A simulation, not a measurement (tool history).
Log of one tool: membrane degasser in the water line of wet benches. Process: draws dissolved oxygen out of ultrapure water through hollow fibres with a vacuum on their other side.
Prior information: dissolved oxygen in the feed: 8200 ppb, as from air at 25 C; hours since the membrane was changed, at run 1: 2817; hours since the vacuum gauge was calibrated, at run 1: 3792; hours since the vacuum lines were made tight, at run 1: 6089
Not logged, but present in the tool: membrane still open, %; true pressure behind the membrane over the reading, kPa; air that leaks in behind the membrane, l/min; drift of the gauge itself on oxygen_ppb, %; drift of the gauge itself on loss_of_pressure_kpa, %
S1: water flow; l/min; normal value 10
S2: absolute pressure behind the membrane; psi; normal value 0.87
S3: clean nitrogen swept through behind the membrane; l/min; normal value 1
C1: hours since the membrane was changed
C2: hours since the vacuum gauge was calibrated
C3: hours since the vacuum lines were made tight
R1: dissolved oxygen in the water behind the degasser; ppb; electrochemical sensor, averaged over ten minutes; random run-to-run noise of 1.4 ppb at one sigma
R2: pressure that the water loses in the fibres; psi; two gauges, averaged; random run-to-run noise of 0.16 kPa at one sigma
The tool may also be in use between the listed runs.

run    hour  S1     S2    S3    C1    C2    C3     R1      R2
  1       0  10   0.87     1  2817  3792  6089  147.8   6.657
  2   103.2  10   0.87     1  2920  3896  6192  149.6   6.611
  3   247.6  10   0.87     1  3064  4040  6337  149.2   6.625
  4   386.6  10   0.87     1  3203  4179  6476  148.8   6.624
  5   496.4  10   0.87     1  3313  4289  6585  149.1   6.692
  6     609  10  0.899     1  3426  4401  6698  154.5   6.643
  7   683.5  10  0.899     1  3500  4476  6773  155.8    6.64
  8   766.8  10  0.899  0.73  3584  4559  6856  182.2   6.637
  9   902.1  10  0.899  0.73  3719  4694  6991  180.6   6.657
 10  1011.4  10   0.87     1  3828  4804  7100  150.4    6.65
 11  1117.3  10   0.87     1  3934  4910  7206  150.3   6.695
 12  1254.2  10   0.87     1  4071  5047  7343  150.2   6.693
 13  1318.3  10   0.87  0.83  4135  5111  7407  164.9   6.657
 14  1447.2  10  0.595  0.83  4264  5240  7536  113.9   6.685
 15  1511.9  10  0.595  0.83  4329  5304  7601  111.4   6.654
 16  1584.9  10  0.595  0.83  4402  5377  7674  111.3    6.64
 17  1647.6  10  0.769  1.72  4464  5440  7737  111.8   6.678
 18  1746.1  10  0.769  1.89  4563  5538  7835    107   6.682
 19  1805.4  10  0.769  1.89  4622  5598  7894  110.3   6.646
 20  1873.3  15  0.769  0.42  4690  5666  7962    392  10.015
 21  2008.9  15  0.769  0.42  4826  5801  8098  388.8  10.077
 22  2141.8  15  0.769  0.42  4959  5934  8231  393.5  10.002
       2155  -- vacuum gauge calibrated
 23  2215.7  16  0.769  0.44  5032    61  8304  414.8  10.702
 24  2321.3   9  1.275  2.52  5138   166  8410  107.3    6.01
 25  2459.8   8  0.544  2.36  5276   305  8548   43.5   5.356
 26  2589.2  11  0.606  1.62  5406   434  8678  122.3   7.337

Expected results for the next run?
 27  2732.4  11  1.098  1.62  5549  577  8821   ?   ?

{"run 27": {"R1": 173.6, "R2": 7.364}}
With no hidden state in the tool, this same run would have given R1 164.1 ppb, R2 7.274 psi.

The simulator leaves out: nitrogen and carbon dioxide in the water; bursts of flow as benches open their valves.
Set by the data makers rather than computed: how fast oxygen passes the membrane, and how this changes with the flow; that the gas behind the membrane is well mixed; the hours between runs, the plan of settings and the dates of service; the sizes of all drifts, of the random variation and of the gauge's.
